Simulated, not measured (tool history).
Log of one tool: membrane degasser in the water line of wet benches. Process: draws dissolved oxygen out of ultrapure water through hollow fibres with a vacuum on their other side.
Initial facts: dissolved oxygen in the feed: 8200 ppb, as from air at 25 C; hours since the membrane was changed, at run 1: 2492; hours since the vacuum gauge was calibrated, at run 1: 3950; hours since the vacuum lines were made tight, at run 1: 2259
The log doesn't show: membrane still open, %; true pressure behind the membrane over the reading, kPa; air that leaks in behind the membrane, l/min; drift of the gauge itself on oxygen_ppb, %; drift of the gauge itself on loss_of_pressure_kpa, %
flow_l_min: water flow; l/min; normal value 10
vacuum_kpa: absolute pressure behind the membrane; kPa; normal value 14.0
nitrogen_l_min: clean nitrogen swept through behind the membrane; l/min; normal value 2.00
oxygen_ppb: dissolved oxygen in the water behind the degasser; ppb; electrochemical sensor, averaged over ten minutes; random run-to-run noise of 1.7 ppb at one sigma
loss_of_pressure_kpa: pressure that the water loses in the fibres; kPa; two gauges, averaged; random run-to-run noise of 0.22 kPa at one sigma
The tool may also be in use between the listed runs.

run	hour	flow_l_min	vacuum_kpa	nitrogen_l_min	hours since the membrane was changed	hours since the vacuum gauge was calibrated	hours since the vacuum lines were made tight	oxygen_ppb	loss_of_pressure_kpa
1	0.0	10	14.0	2.00	2492	3950	2259	169.7	52.72
2	38.6	10	18.4	2.00	2531	3989	2298	223.6	52.34
3	95.8	7	14.0	2.00	2588	4046	2355	100.3	36.83
4	156.8	7	14.0	2.00	2649	4107	2416	99.3	36.70
5	194.0	7	14.0	2.00	2686	4144	2453	100.0	36.27
6	249.4	10	14.0	2.97	2742	4200	2508	132.5	52.35
7	286.3	10	14.0	0.88	2779	4236	2545	318.1	52.54
# hour 324.9: vacuum gauge calibrated
8	342.7	10	14.0	0.88	2834	18	2601	324.1	52.16
9	396.7	10	14.0	0.88	2888	72	2655	320.4	51.81
10	440.4	10	14.0	0.88	2932	115	2699	315.1	52.15
11	501.8	10	10.1	0.88	2994	177	2760	224.9	52.04
12	581.5	10	14.0	2.00	3073	257	2840	173.8	52.37
13	636.7	10	14.0	2.00	3128	312	2895	170.8	51.65
14	698.9	10	14.0	2.00	3191	374	2957	171.8	51.62
15	780.7	10	14.0	2.00	3272	456	3039	169.2	51.23
16	819.2	10	14.0	2.00	3311	494	3078	174.3	51.52
# hour 842.9: gauge calibrated
17	865.4	11	15.1	1.30	3357	541	3124	301.2	57.70
18	937.1	10	15.7	2.44	3429	612	3196	167.4	52.52
19	1005.3	7	14.0	3.58	3497	680	3264	59.8	36.70
20	1075.0	7	14.0	3.58	3567	750	3333	59.2	36.54
21	1131.2	8	11.8	0.89	3623	806	3390	195.5	41.72
22	1213.4	9	10.6	0.89	3705	888	3472	198.0	46.58
23	1265.2	10	24.5	1.03	3757	940	3524	501.1	52.36
24	1342.5	15	24.7	3.86	3834	1018	3601	395.8	77.84

What if the next run were any one of these 5? Each begins from the tool's condition after run 24:
A	1382.7	9	14.0	1.57	3874	1058	3641	?	?
B	1382.7	10	14.0	5.45	3874	1058	3641	?	?
C	1382.7	15	12.5	2.29	3874	1058	3641	?	?
D	1382.7	6	21.6	0.98	3874	1058	3641	?	?
E	1382.7	11	24.7	3.86	3874	1058	3641	?	?

run	oxygen_ppb	loss_of_pressure_kpa
A	171.9	46.47
B	91.4	52.08
C	345.0	78.20
D	267.2	31.01
E	211.5	57.14
Had the tool no hidden state, the same runs would have come out as:
run	oxygen_ppb	loss_of_pressure_kpa
A	171.6	47.07
B	91.1	52.74
C	344.1	79.20
D	266.8	31.41
E	211.0	57.88

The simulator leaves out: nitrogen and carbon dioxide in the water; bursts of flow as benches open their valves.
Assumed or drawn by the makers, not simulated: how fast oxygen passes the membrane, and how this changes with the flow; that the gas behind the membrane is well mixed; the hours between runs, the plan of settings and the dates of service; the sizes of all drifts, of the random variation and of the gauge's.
